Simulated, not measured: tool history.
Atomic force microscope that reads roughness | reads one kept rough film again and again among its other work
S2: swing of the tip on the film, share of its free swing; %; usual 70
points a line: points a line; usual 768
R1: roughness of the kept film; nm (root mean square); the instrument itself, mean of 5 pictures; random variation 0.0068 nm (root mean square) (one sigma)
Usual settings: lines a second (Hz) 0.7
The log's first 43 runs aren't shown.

run 44 hour=376.1 | lines_a_second_(Hz)=0.547 S2=63 points_a_line=593 | R1=1.294
run 45 hour=384.3 | lines_a_second_(Hz)=3.039 S2=63 points_a_line=379 | R1=1.137
run 46 hour=389.6 | lines_a_second_(Hz)=1.196 S2=76 points_a_line=768 | R1=1.168
run 47 hour=397.1 | lines_a_second_(Hz)=0.757 S2=59 points_a_line=451 | R1=1.236
run 48 hour=409 | lines_a_second_(Hz)=0.757 S2=59 points_a_line=451 | R1=1.184
run 49 hour=418.9 | lines_a_second_(Hz)=3.491 S2=78 points_a_line=303 | R1=0.892
run 50 hour=430.5 | lines_a_second_(Hz)=1.155 S2=70 points_a_line=768 | R1=1.103
run 51 hour=443.2 | lines_a_second_(Hz)=2.714 S2=58 points_a_line=392 | R1=1.065
run 52 hour=454.4 | lines_a_second_(Hz)=1.694 S2=75 points_a_line=692 | R1=0.983
run 53 hour=465.5 | lines_a_second_(Hz)=1.694 S2=70 points_a_line=575 | R1=0.998

3 ways to go on from here, each from the tool as it stands after run 53. What would each give?
run A hour=473.5 | lines_a_second_(Hz)=1.249 S2=77 points_a_line=674 | R1=?
run B hour=473.5 | lines_a_second_(Hz)=0.768 S2=55 points_a_line=895 | R1=?
run C hour=473.5 | lines_a_second_(Hz)=0.625 S2=59 points_a_line=517 | R1=?

run=A R1=0.981
run=B R1=1.072
run=C R1=1.055
Without the tool's hidden state the same runs would have given:
run=A R1=1.286
run=B R1=1.407
run=C R1=1.385

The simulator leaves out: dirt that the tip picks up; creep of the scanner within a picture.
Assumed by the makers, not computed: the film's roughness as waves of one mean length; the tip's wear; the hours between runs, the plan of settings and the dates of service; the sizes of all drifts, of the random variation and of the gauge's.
